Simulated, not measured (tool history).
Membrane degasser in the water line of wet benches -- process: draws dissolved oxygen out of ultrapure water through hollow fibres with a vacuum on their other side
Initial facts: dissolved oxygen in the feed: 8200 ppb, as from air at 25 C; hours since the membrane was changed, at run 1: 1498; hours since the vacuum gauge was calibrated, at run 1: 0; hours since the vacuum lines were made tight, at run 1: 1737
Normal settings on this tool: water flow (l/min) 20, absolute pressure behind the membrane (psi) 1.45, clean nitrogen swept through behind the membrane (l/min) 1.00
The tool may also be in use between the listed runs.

run,day,water flow (l/min),absolute pressure behind the membrane (psi),clean nitrogen swept through behind the membrane (l/min),hours since the membrane was changed,hours since the vacuum gauge was calibrated,hours since the vacuum lines were made tight,dissolved oxygen in the water behind the degasser (ppb),pressure that the water loses in the fibres (psi)
1,0.000,20,1.45,1.00,1498,0,1737,537.2,9.177
2,3.000,28,1.45,1.00,1570,72,1809,862.7,12.816
3,7.229,28,1.45,1.00,1672,173,1911,866.3,12.963
4,9.525,28,1.45,1.00,1727,229,1966,879.3,12.948
5,14.883,28,1.45,1.00,1855,357,2095,867.9,12.919
6,18.962,13,1.84,1.00,1953,455,2193,352.1,5.992
7,21.725,13,1.84,1.00,2020,521,2259,346.3,5.949
8,25.371,21,1.45,1.11,2107,609,2346,541.0,9.703
9,30.346,21,1.45,1.11,2227,728,2466,542.4,9.664
10,32.683,20,1.38,2.11,2283,784,2522,381.0,9.190

Selected run-to-run steps in dissolved oxygen in the water behind the degasser (ppb), each split into two signed amounts: the part the tool would show with no hidden state at all (from settings, incoming material and random variation), and the remainder, which goes to the hidden state together with any gauge scatter not common to the measured and the hidden-state-free results:
Hidden conditions of the tool in this case: membrane still open, %; true pressure behind the membrane over the reading, kPa; air that leaks in behind the membrane, l/min; drift of the gauge itself on oxygen_ppb, %; drift of the gauge itself on loss_of_pressure_kpa, %.
Run 5 -> 6: water flow (l/min) 28 -> 13, absolute pressure behind the membrane (psi) 1.45 -> 1.84. dissolved oxygen in the water behind the degasser (ppb) -515.8: hidden state -4.8, all else -511.0.
